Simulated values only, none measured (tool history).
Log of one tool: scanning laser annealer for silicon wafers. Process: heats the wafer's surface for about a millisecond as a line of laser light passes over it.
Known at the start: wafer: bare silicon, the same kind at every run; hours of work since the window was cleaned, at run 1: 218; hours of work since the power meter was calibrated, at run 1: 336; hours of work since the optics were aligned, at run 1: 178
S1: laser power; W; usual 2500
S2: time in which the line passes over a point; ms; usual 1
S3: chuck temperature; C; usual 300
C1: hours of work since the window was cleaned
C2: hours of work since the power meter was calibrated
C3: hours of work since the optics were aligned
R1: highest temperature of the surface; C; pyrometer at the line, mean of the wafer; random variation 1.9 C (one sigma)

Run 1, hour 0: usual settings; C1 218; C2 336; C3 178. Result: R1 1068 C.
Run 2, hour 16.2: usual settings; C1 225; C2 343; C3 185. Result: R1 1066 C.
Run 3, hour 39.3: usual settings but S3 262 C; C1 235; C2 353; C3 195. Result: R1 1023 C.
Run 4, hour 59.7: usual settings but S3 262 C; C1 244; C2 362; C3 204. Result: R1 1023 C.
Run 5, hour 90.7: usual settings; C1 258; C2 376; C3 218. Result: R1 1061 C.
Run 6, hour 112.7: usual settings but S2 0.9 ms; C1 268; C2 386; C3 228. Result: R1 1018 C.
Run 7, hour 136.1: usual settings but S2 0.84 ms; C1 278; C2 396; C3 238. Result: R1 992 C.
Run 8, hour 160.5: usual settings but S2 0.84 ms; C1 289; C2 407; C3 249. Result: R1 988 C.
Run 9, hour 192.1: usual settings but S2 0.84 ms; C1 303; C2 421; C3 263. Result: R1 987 C.
Run 10, hour 214.3: usual settings but S2 0.84 ms; C1 313; C2 431; C3 273. Result: R1 988 C.
Run 11, hour 230.5: usual settings but S1 2380 W, S2 0.98 ms, S3 289 C; C1 320; C2 438; C3 280. Result: R1 999 C.
Run 12, hour 248.2: usual settings but S1 2189 W, S2 0.84 ms, S3 318 C; C1 328; C2 446; C3 288. Result: R1 914 C.
At hour 260.6: window over the wafer cleaned.
Run 13, hour 265.9: usual settings but S1 2189 W, S2 0.84 ms, S3 318 C; C1 2; C2 453; C3 295. Result: R1 934 C.
Run 14, hour 287.4: usual settings but S3 335 C; C1 12; C2 462; C3 304. Result: R1 1116 C.
Run 15, hour 321.7: usual settings but S3 335 C; C1 27; C2 477; C3 320. Result: R1 1113 C.
Run 16, hour 350.4: usual settings but S1 2693 W, S2 0.73 ms, S3 266 C; C1 40; C2 490; C3 332. Result: R1 974 C.
Run 17, hour 376.6: usual settings but S1 2355 W, S2 0.72 ms; C1 51; C2 502; C3 344. Result: R1 909 C.
Run 18, hour 415.9: usual settings but S1 2355 W, S2 0.72 ms; C1 69; C2 519; C3 361. Result: R1 906 C.
Run 19, hour 438.4: usual settings but S1 2355 W, S2 0.72 ms; C1 79; C2 529; C3 371. Result: R1 906 C.
Run 20, hour 475: usual settings but S2 1.18 ms, S3 320 C; C1 95; C2 545; C3 388. Result: R1 1164 C.

Forecast each of these 5 alternatives for the next run:
Run A, hour 505.7: usual settings but S1 2727 W, S2 0.79 ms, S3 315 C; C1 109; C2 559; C3 401. Result: R1 ?.
Run B, hour 505.7: usual settings but S1 2546 W, S2 0.82 ms, S3 305 C; C1 109; C2 559; C3 401. Result: R1 ?.
Run C, hour 505.7: usual settings but S1 2272 W, S2 0.71 ms, S3 322 C; C1 109; C2 559; C3 401. Result: R1 ?.
Run D, hour 505.7: usual settings but S1 2536 W, S2 1.02 ms, S3 275 C; C1 109; C2 559; C3 401. Result: R1 ?.
Run E, hour 505.7: usual settings but S1 2380 W, S2 1.18 ms, S3 267 C; C1 109; C2 559; C3 401. Result: R1 ?.

run    R1
  A  1057
  B  1014
  C   900
  D  1066
  E  1066
Without the tool's hidden state the same runs would have given:
run    R1
  A  1070
  B  1027
  C   910
  D  1080
  E  1080

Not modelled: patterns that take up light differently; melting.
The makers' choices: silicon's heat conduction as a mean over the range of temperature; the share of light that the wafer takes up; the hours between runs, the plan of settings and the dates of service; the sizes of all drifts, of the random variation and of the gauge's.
